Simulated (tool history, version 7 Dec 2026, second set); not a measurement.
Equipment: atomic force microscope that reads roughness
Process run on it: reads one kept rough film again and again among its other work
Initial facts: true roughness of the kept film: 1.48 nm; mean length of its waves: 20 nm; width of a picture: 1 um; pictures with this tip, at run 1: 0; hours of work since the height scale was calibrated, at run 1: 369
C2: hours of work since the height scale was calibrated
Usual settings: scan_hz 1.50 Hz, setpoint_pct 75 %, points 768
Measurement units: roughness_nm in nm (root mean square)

Run 1, hour 0.0: usual settings; pictures with this tip 0; C2 369. Result: roughness_nm 1.291 nm (root mean square).
Run 2, hour 6.3: usual settings but scan_hz 1.01 Hz; pictures with this tip 10; C2 374. Result: roughness_nm 1.314 nm (root mean square).
Run 3, hour 14.3: usual settings but scan_hz 1.01 Hz; pictures with this tip 23; C2 380. Result: roughness_nm 1.292 nm (root mean square).
Run 4, hour 25.1: usual settings but scan_hz 1.01 Hz; pictures with this tip 40; C2 388. Result: roughness_nm 1.281 nm (root mean square).
Run 5, hour 32.2: usual settings; pictures with this tip 52; C2 393. Result: roughness_nm 1.246 nm (root mean square).
Run 6, hour 37.8: usual settings; pictures with this tip 60; C2 397. Result: roughness_nm 1.230 nm (root mean square).
Run 7, hour 49.4: usual settings; pictures with this tip 79; C2 406. Result: roughness_nm 1.216 nm (root mean square).
Run 8, hour 61.4: usual settings; pictures with this tip 98; C2 415. Result: roughness_nm 1.195 nm (root mean square).
Run 9, hour 67.9: usual settings; pictures with this tip 109; C2 420. Result: roughness_nm 1.191 nm (root mean square).
Run 10, hour 78.2: usual settings but scan_hz 0.92 Hz; pictures with this tip 125; C2 428. Result: roughness_nm 1.212 nm (root mean square).
Run 11, hour 87.1: usual settings; pictures with this tip 139; C2 434. Result: roughness_nm 1.175 nm (root mean square).
Run 12, hour 96.6: usual settings but scan_hz 0.83 Hz; pictures with this tip 155; C2 442. Result: roughness_nm 1.190 nm (root mean square).
Run 13, hour 105.1: usual settings but scan_hz 0.83 Hz; pictures with this tip 168; C2 448. Result: roughness_nm 1.182 nm (root mean square).
Run 14, hour 117.4: usual settings but scan_hz 2.83 Hz; pictures with this tip 188; C2 457. Result: roughness_nm 1.076 nm (root mean square).
Run 15, hour 124.3: usual settings but scan_hz 2.83 Hz; pictures with this tip 199; C2 462. Result: roughness_nm 1.078 nm (root mean square).
Run 16, hour 133.7: usual settings but scan_hz 2.83 Hz; pictures with this tip 214; C2 469. Result: roughness_nm 1.059 nm (root mean square).
Run 17, hour 140.4: usual settings but scan_hz 2.83 Hz; pictures with this tip 225; C2 474. Result: roughness_nm 1.047 nm (root mean square).
Run 18, hour 153.2: usual settings but scan_hz 2.83 Hz; pictures with this tip 245; C2 484. Result: roughness_nm 1.049 nm (root mean square).
Run 19, hour 161.4: usual settings but setpoint_pct 81 %; pictures with this tip 259; C2 490. Result: roughness_nm 1.066 nm (root mean square).
Run 20, hour 167.6: usual settings; pictures with this tip 268; C2 495. Result: roughness_nm 1.074 nm (root mean square).
At hour 175.7: new tip fitted.
Run 21, hour 180.2: usual settings but points 269; pictures with this tip 7; C2 504. Result: roughness_nm 1.233 nm (root mean square).
Run 22, hour 192.4: usual settings but points 269; pictures with this tip 26; C2 513. Result: roughness_nm 1.224 nm (root mean square).
Run 23, hour 202.7: usual settings but points 269; pictures with this tip 43; C2 521. Result: roughness_nm 1.202 nm (root mean square).
Run 24, hour 209.0: usual settings but points 692; pictures with this tip 53; C2 526. Result: roughness_nm 1.242 nm (root mean square).
Run 25, hour 220.1: usual settings but points 460; pictures with this tip 71; C2 534. Result: roughness_nm 1.217 nm (root mean square).
Run 26, hour 229.7: usual settings; pictures with this tip 86; C2 541. Result: roughness_nm 1.202 nm (root mean square).
Run 27, hour 240.6: usual settings but scan_hz 0.51 Hz, setpoint_pct 65 %; pictures with this tip 104; C2 549. Result: roughness_nm 1.261 nm (root mean square).
Run 28, hour 250.3: usual settings but scan_hz 3.22 Hz, setpoint_pct 77 %, points 315; pictures with this tip 119; C2 557. Result: roughness_nm 1.070 nm (root mean square).
Run 29, hour 256.9: usual settings but scan_hz 2.11 Hz; pictures with this tip 130; C2 562. Result: roughness_nm 1.142 nm (root mean square).
Run 30, hour 265.8: usual settings but scan_hz 3.87 Hz, setpoint_pct 58 %, points 397; pictures with this tip 144; C2 568. Result: roughness_nm 1.162 nm (root mean square).
Run 31, hour 272.8: usual settings but scan_hz 3.87 Hz, setpoint_pct 58 %, points 397; pictures with this tip 155; C2 574. Result: roughness_nm 1.137 nm (root mean square).
Run 32, hour 285.4: usual settings but scan_hz 3.87 Hz, setpoint_pct 58 %, points 397; pictures with this tip 175; C2 583. Result: roughness_nm 1.121 nm (root mean square).
Run 33, hour 294.7: usual settings but scan_hz 2.39 Hz, setpoint_pct 70 %, points 619; pictures with this tip 190; C2 590. Result: roughness_nm 1.114 nm (root mean square).
Run 34, hour 304.4: usual settings but scan_hz 0.93 Hz, points 401; pictures with this tip 206; C2 597. Result: roughness_nm 1.130 nm (root mean square).
Run 35, hour 311.2: usual settings but scan_hz 0.93 Hz, points 401; pictures with this tip 217; C2 603. Result: roughness_nm 1.126 nm (root mean square).
Run 36, hour 319.7: usual settings but scan_hz 3.64 Hz, setpoint_pct 66 %, points 401; pictures with this tip 230; C2 609. Result: roughness_nm 1.058 nm (root mean square).
Run 37, hour 327.6: usual settings but scan_hz 3.64 Hz, setpoint_pct 66 %, points 401; pictures with this tip 243; C2 615. Result: roughness_nm 1.057 nm (root mean square).
Run 38, hour 337.9: usual settings but scan_hz 1.89 Hz, points 353; pictures with this tip 260; C2 623. Result: roughness_nm 1.058 nm (root mean square).
Run 39, hour 347.3: usual settings but scan_hz 1.01 Hz, setpoint_pct 72 %, points 328; pictures with this tip 275; C2 630. Result: roughness_nm 1.072 nm (root mean square).
At hour 351.1: new tip fitted.
Run 40, hour 353.5: usual settings but scan_hz 0.89 Hz, setpoint_pct 69 %, points 719; pictures with this tip 4; C2 634. Result: roughness_nm 1.318 nm (root mean square).
Run 41, hour 360.6: usual settings but scan_hz 0.89 Hz, setpoint_pct 69 %, points 719; pictures with this tip 15; C2 639. Result: roughness_nm 1.296 nm (root mean square).
Run 42, hour 367.5: usual settings but scan_hz 0.89 Hz, setpoint_pct 69 %, points 719; pictures with this tip 26; C2 645. Result: roughness_nm 1.302 nm (root mean square).
Run 43, hour 374.2: usual settings but scan_hz 1.42 Hz, setpoint_pct 79 %, points 667; pictures with this tip 37; C2 650. Result: roughness_nm 1.228 nm (root mean square).
Run 44, hour 382.5: usual settings but setpoint_pct 56 %; pictures with this tip 50; C2 656. Result: roughness_nm 1.277 nm (root mean square).
Run 45, hour 393.6: usual settings but scan_hz 3.50 Hz, setpoint_pct 78 %, points 717; pictures with this tip 68; C2 664. Result: roughness_nm 1.125 nm (root mean square).
Run 46, hour 402.8: usual settings but scan_hz 3.50 Hz, setpoint_pct 62 %, points 405; pictures with this tip 83; C2 671. Result: roughness_nm 1.187 nm (root mean square).
Run 47, hour 409.2: usual settings but points 280; pictures with this tip 93; C2 676. Result: roughness_nm 1.179 nm (root mean square).
Run 48, hour 421.3: usual settings but points 280; pictures with this tip 112; C2 685. Result: roughness_nm 1.157 nm (root mean square).
Run 49, hour 431.3: usual settings but setpoint_pct 57 %, points 686; pictures with this tip 128; C2 693. Result: roughness_nm 1.206 nm (root mean square).
Run 50, hour 444.4: usual settings but scan_hz 3.68 Hz, setpoint_pct 60 %, points 1002; pictures with this tip 149; C2 702. Result: roughness_nm 1.164 nm (root mean square).
Run 51, hour 452.1: usual settings but scan_hz 0.60 Hz, setpoint_pct 61 %, points 429; pictures with this tip 162; C2 708. Result: roughness_nm 1.198 nm (root mean square).
Run 52, hour 463.7: usual settings but scan_hz 2.94 Hz, setpoint_pct 85 %, points 429; pictures with this tip 180; C2 717. Result: roughness_nm 1.003 nm (root mean square).

Here are 4 independent what-if runs from the current tool condition. What would each one return?
Run A, hour 477.0: usual settings but scan_hz 2.52 Hz, points 278; pictures with this tip 202; C2 727. Result: roughness_nm ?.
Run B, hour 477.0: usual settings but scan_hz 0.78 Hz, setpoint_pct 84 %, points 349; pictures with this tip 202; C2 727. Result: roughness_nm ?.
Run C, hour 477.0: usual settings but scan_hz 2.94 Hz, setpoint_pct 90 %, points 429; pictures with this tip 202; C2 727. Result: roughness_nm ?.
Run D, hour 477.0: usual settings but setpoint_pct 68 %, points 315; pictures with this tip 202; C2 727. Result: roughness_nm ?.

run  roughness_nm
  A         1.044
  B         1.122
  C         0.951
  D         1.110
Without the tool's hidden state the same runs would have given:
run  roughness_nm
  A         1.211
  B         1.301
  C         1.104
  D         1.289
